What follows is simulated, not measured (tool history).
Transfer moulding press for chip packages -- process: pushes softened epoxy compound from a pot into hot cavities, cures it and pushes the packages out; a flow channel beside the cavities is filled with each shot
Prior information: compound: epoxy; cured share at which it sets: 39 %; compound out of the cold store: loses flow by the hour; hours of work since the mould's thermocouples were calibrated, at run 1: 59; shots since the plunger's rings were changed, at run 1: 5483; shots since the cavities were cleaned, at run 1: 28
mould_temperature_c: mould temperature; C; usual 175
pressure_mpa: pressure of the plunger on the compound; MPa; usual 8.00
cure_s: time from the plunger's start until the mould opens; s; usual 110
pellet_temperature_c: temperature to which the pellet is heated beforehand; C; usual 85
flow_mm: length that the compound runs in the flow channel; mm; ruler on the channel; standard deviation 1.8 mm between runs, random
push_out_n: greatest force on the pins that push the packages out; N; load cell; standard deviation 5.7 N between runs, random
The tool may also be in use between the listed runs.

run   hour  mould_temperature_c  pressure_mpa  cure_s  pellet_temperature_c  hours of work since the mould's thermocouples were calibrated  shots since the plunger's rings were changed  shots since the cavities were cleaned  incoming compound's hours out of the cold store  flow_mm  push_out_n
  1    0.0                  175          8.00     110                    85                                                             59                                          5483                                     28                                             32.5      587         216
  2   28.5                  175          8.00     110                    85                                                             75                                          5775                                    320                                             16.8      632         243
      51.3  -- cavities cleaned with cleaning compound and waxed
  3   61.4                  175          8.00     110                    85                                                             94                                          6097                                    103                                             42.8      560         223
  4   82.7                  175          8.00     110                    83                                                            106                                          6315                                    321                                             11.5      644         266
     100.2  -- plunger's sealing rings changed
     108.3  -- cavities cleaned with cleaning compound and waxed
  5  114.9                  175          8.00     110                    83                                                            122                                           136                                     68                                             44.5      581         224
  6  151.0                  175          9.30     110                    83                                                            143                                           506                                    438                                             34.0      656         269
     159.7  -- cavities cleaned with cleaning compound and waxed
  7  186.5                  175          9.30     110                    83                                                            163                                           855                                    275                                             40.0      632         238
     212.9  -- cavities cleaned with cleaning compound and waxed
  8  227.2                  175          9.30     110                    83                                                            186                                          1257                                    147                                             41.1      631         221
     264.7  -- cavities cleaned with cleaning compound and waxed
  9  267.9                  175          9.30     110                    83                                                            209                                          1660                                     34                                             39.0      634         218
     272.0  -- mould's thermocouples calibrated
 10  300.8                  175          9.30     110                    83                                                             17                                          1977                                    351                                             27.2      663         260
     318.0  -- cavities cleaned with cleaning compound and waxed
 11  327.2                  175          9.30     110                    83                                                             31                                          2232                                     95                                             45.9      615         216
 12  356.8                  175          9.30     110                    83                                                             48                                          2535                                    398                                             11.6      707         276
     369.9  -- cavities cleaned with cleaning compound and waxed
 13  405.3                  175          9.30     110                    83                                                             76                                          3018                                    363                                             14.3      701         262
     422.0  -- cavities cleaned with cleaning compound and waxed
 14  448.6                  180          8.74     101                    80                                                            100                                          3447                                    273                                             19.8      644         226
     475.7  -- cavities cleaned with cleaning compound and waxed
 15  496.1                  177          8.74      96                    80                                                            127                                          3919                                    209                                             37.1      607         277
     527.4  -- mould's thermocouples calibrated, once more
     528.9  -- cavities cleaned with cleaning compound and waxed
 16  542.0                  177          8.74     108                    76                                                              8                                          4354                                    135                                             46.6      579         220

Forecast run 17:
     580.1  -- cavities cleaned with cleaning compound and waxed
 17  587.9                  175          8.00     110                    77                                                             33                                          4810                                     80                                             16.5        ?           ?

Run 17 measured flow_mm 631 mm, push_out_n 227 N.
Without the tool's hidden state the same run would have given flow_mm 655 mm, push_out_n 214 N.
